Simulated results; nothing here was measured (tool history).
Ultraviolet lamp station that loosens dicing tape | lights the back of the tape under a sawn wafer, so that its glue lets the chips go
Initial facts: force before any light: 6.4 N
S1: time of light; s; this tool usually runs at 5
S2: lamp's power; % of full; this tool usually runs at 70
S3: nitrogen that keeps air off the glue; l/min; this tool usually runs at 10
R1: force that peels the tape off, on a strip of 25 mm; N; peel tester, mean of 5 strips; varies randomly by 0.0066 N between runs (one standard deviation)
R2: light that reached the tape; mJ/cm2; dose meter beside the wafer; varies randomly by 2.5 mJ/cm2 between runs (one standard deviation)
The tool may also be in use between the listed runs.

run	day	S1	S2	S3	R1	R2
1	0	5	70	10	0.329	245
2	0.692	5	70	10	0.347	242
# day 1.229: window cleaned of glue's vapour
3	1.754	5	70	10	0.296	258
4	2.229	9	70	10	0.122	463
5	3.096	4	70	10	0.503	198
6	4.088	4	70	10	0.503	200
7	5.096	5	73	10	0.297	260
8	5.742	5	70	12	0.277	246
9	6.854	5	90	12	0.177	311
10	7.679	5	70	10	0.354	240
11	8.829	5	70	10	0.36	233
12	9.367	3	70	10	1.041	143
13	10.046	3	70	10	1.06	139
14	10.738	3	70	10	1.033	139
15	11.625	5	62	10	0.517	202
16	12.538	5	70	10	0.42	226
17	13.354	5	70	10	0.415	219
18	14.204	5	70	10	0.445	218
19	15.158	5	70	10	0.442	216
20	16.042	5	70	12	0.405	208
21	17.017	5	70	12	0.392	211
22	17.617	5	70	4	1.041	210
23	18.246	5	70	4	1.024	202
24	18.988	5	70	4	1.1	203
25	19.85	5	89	11	0.284	256
26	20.925	3	89	5	1.532	148
27	21.421	6	63	9	0.505	210
28	22	9	61	13	0.174	307
29	22.658	5	73	16	0.358	197
30	23.767	5	73	16	0.361	196
31	24.596	5	90	10	0.358	235
32	25.112	5	90	10	0.357	234
33	26.121	3	80	4	2.145	127
34	26.654	5	69	10	0.649	179
35	27.358	4	97	4	1.104	196
36	28.083	4	97	4	1.14	193
# day 28.95: lamp changed
# day 28.971: window cleaned of glue's vapour
37	29.271	5	91	14	0.127	387
38	29.996	6	70	10	0.156	349
39	31.042	5	85	4	0.355	348
40	32.092	3	62	5	1.496	149
41	32.912	9	67	5	0.16	486
42	33.479	9	67	5	0.163	481
43	34.188	9	97	5	0.105	699

Branching from run 43: 3 alternative next runs. What would each branch give?
A	34.904	8	88	5	?	?
B	34.904	5	97	8	?	?
C	34.904	3	97	19	?	?

run	R1	R2
A	0.141	556
B	0.166	384
C	0.241	229
Take away the tool's hidden state, keep each run's random variation, and the runs would have read:
run	R1	R2
A	0.132	608
B	0.146	420
C	0.203	251
